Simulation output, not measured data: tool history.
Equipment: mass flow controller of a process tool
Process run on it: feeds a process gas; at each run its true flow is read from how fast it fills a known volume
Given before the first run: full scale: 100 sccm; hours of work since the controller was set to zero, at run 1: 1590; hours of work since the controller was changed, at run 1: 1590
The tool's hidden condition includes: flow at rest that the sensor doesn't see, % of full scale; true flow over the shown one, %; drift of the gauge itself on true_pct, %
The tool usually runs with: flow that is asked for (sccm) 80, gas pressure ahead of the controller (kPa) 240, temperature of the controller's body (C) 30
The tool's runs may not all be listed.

run	hour	flow that is asked for (sccm)	gas pressure ahead of the controller (kPa)	temperature of the controller's body (C)	hours of work since the controller was set to zero	hours of work since the controller was changed	true flow (%)
1	0	80	240	30	1590	1590	100.6
2	111.5	80	146	30	1654	1654	100.89
3	305.1	80	146	30	1765	1765	100.94
4	547.8	16	146	30	1904	1904	99.1
5	677.9	80	240	30	1978	1978	100.77
6	848.3	80	240	30	2076	2076	100.93
7	1072.6	80	191	30	2204	2204	101.09
8	1253.1	80	191	30	2308	2308	101.05
9	1482.8	80	241	30	2439	2439	101.14
10	1720.8	80	240	30	2575	2575	100.96
11	1960.7	80	240	29	2713	2713	101.04
12	2184.9	80	240	29	2841	2841	101
13	2333	80	155	30	2926	2926	101.34
14	2441.3	92	155	28	2988	2988	101.52
15	2682.7	89	272	23	3126	3126	100.95
16	2885.5	10	188	23	3242	3242	96.11
17	3031.3	42	151	35	3326	3326	100.89
18	3235.3	42	151	35	3442	3442	100.89
19	3464.4	13	185	32	3574	3574	97.31
20	3673	13	185	32	3693	3693	97.35
21	3807.6	15	180	27	3770	3770	97.71
22	4003.7	84	266	22	3882	3882	101.3
23	4206.2	21	279	21	3998	3998	98.46
24	4312.1	13	279	21	4059	4059	96.49
25	4559.6	13	279	21	4201	4201	96.24

Run by run, hidden condition taken away, random variation retained:
run	true flow (%)
1	99.93
2	100.19
3	100.2
4	99.93
5	99.95
6	100.06
7	100.18
8	100.1
9	100.13
10	99.9
11	99.93
12	99.85
13	100.16
14	100.24
15	99.64
16	99.64
17	100.21
18	100.19
19	99.82
20	99.97
21	99.72
22	99.75
23	99.3
24	99.37
25	99.22

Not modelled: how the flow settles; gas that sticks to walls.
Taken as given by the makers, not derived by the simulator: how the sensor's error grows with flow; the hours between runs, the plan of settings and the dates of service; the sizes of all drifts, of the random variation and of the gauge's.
